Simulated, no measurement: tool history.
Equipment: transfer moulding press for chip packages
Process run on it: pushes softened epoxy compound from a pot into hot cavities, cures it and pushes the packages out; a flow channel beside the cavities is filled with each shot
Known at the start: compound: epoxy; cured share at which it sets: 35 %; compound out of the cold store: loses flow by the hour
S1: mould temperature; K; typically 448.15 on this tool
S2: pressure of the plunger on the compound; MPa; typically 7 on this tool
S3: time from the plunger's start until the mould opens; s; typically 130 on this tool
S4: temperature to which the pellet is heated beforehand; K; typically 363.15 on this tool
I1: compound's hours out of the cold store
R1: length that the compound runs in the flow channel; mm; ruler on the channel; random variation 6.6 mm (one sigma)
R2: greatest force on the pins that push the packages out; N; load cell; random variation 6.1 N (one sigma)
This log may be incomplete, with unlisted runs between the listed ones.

run 1 hour=0 | S1=448.15 S2=7 S3=130 S4=363.15 | I1=16.2 | R1=853 R2=372
-- hour=21.1 cavities cleaned with cleaning compound and waxed
run 2 hour=74.3 | S1=448.15 S2=7 S3=130 S4=363.15 | I1=21.9 | R1=816 R2=318
run 3 hour=132.9 | S1=448.15 S2=7 S3=130 S4=363.15 | I1=10 | R1=887 R2=364
run 4 hour=173.3 | S1=448.15 S2=7 S3=130 S4=363.15 | I1=32.3 | R1=779 R2=367
-- hour=185.7 cavities cleaned with cleaning compound and waxed
run 5 hour=227.9 | S1=448.15 S2=7 S3=153 S4=363.15 | I1=47.4 | R1=706 R2=265
run 6 hour=258.3 | S1=448.15 S2=7 S3=153 S4=363.15 | I1=20.3 | R1=820 R2=293
run 7 hour=323.2 | S1=448.15 S2=7 S3=153 S4=363.15 | I1=37.6 | R1=745 R2=308
-- hour=351.4 cavities cleaned with cleaning compound and waxed
run 8 hour=395.6 | S1=448.15 S2=7 S3=153 S4=363.15 | I1=16.2 | R1=832 R2=265
run 9 hour=435.7 | S1=448.15 S2=7 S3=153 S4=363.15 | I1=36.8 | R1=730 R2=281
-- hour=442.9 plunger's sealing rings changed
run 10 hour=499 | S1=448.15 S2=7 S3=126 S4=363.15 | I1=43.7 | R1=761 R2=366
-- hour=520.2 cavities cleaned with cleaning compound and waxed
run 11 hour=529.9 | S1=448.15 S2=7 S3=126 S4=363.15 | I1=24.8 | R1=840 R2=258
run 12 hour=564.3 | S1=448.15 S2=7 S3=126 S4=363.15 | I1=32.2 | R1=813 R2=327
-- hour=612 mould's thermocouples calibrated
run 13 hour=634.5 | S1=448.15 S2=7 S3=126 S4=363.15 | I1=32.1 | R1=793 R2=344
run 14 hour=675 | S1=448.15 S2=7 S3=126 S4=363.15 | I1=45.8 | R1=753 R2=335
-- hour=687.6 cavities cleaned with cleaning compound and waxed
run 15 hour=715.7 | S1=448.15 S2=7 S3=126 S4=363.15 | I1=22.3 | R1=828 R2=290
run 16 hour=746.8 | S1=448.15 S2=7 S3=126 S4=363.15 | I1=22.6 | R1=827 R2=315
run 17 hour=777.3 | S1=448.15 S2=7 S3=126 S4=363.15 | I1=40.8 | R1=746 R2=325
run 18 hour=808.6 | S1=448.15 S2=7 S3=126 S4=363.15 | I1=11.8 | R1=888 R2=389
-- hour=851.9 cavities cleaned with cleaning compound and waxed
run 19 hour=853.9 | S1=448.15 S2=5.92 S3=156 S4=363.15 | I1=42.7 | R1=689 R2=195
run 20 hour=887.3 | S1=448.15 S2=7 S3=130 S4=356.15 | I1=40.5 | R1=751 R2=278
run 21 hour=948.5 | S1=455.15 S2=7.61 S3=164 S4=371.15 | I1=27.7 | R1=820 R2=283
-- hour=1017.4 cavities cleaned with cleaning compound and waxed
run 22 hour=1019.7 | S1=446.15 S2=7.61 S3=164 S4=359.15 | I1=26.9 | R1=860 R2=211
run 23 hour=1050.5 | S1=446.15 S2=8.35 S3=164 S4=359.15 | I1=18.7 | R1=931 R2=251
run 24 hour=1093.8 | S1=448.15 S2=6.09 S3=122 S4=363.15 | I1=21.7 | R1=764 R2=358
run 25 hour=1145.2 | S1=453.15 S2=7 S3=130 S4=364.15 | I1=28.6 | R1=757 R2=299
-- hour=1185.3 cavities cleaned with cleaning compound and waxed
run 26 hour=1213.9 | S1=453.15 S2=7 S3=130 S4=364.15 | I1=33.2 | R1=749 R2=247
run 27 hour=1257.6 | S1=449.15 S2=5.22 S3=120 S4=364.15 | I1=41.4 | R1=620 R2=348
-- hour=1309.3 plunger's sealing rings changed
run 28 hour=1328.3 | S1=442.15 S2=6.65 S3=132 S4=357.15 | I1=18.3 | R1=901 R2=516

3 options for the next run, each taken on its own from the tool as it stands now. Forecast them:
-- hour=1353.2 cavities cleaned with cleaning compound and waxed
run A hour=1362.4 | S1=441.15 S2=8.68 S3=130 S4=363.15 | I1=30.3 | R1=? R2=?
-- hour=1353.2 cavities cleaned with cleaning compound and waxed
run B hour=1362.4 | S1=442.15 S2=5.64 S3=117 S4=357.15 | I1=47 | R1=? R2=?
-- hour=1353.2 cavities cleaned with cleaning compound and waxed
run C hour=1362.4 | S1=442.15 S2=6.65 S3=137 S4=357.15 | I1=30 | R1=? R2=?

run=A R1=947 R2=396
run=B R1=683 R2=404
run=C R1=832 R2=337
With the hidden condition removed and each run's random variation left untouched, the same runs would have given:
run=A R1=945 R2=339
run=B R1=682 R2=345
run=C R1=831 R2=289
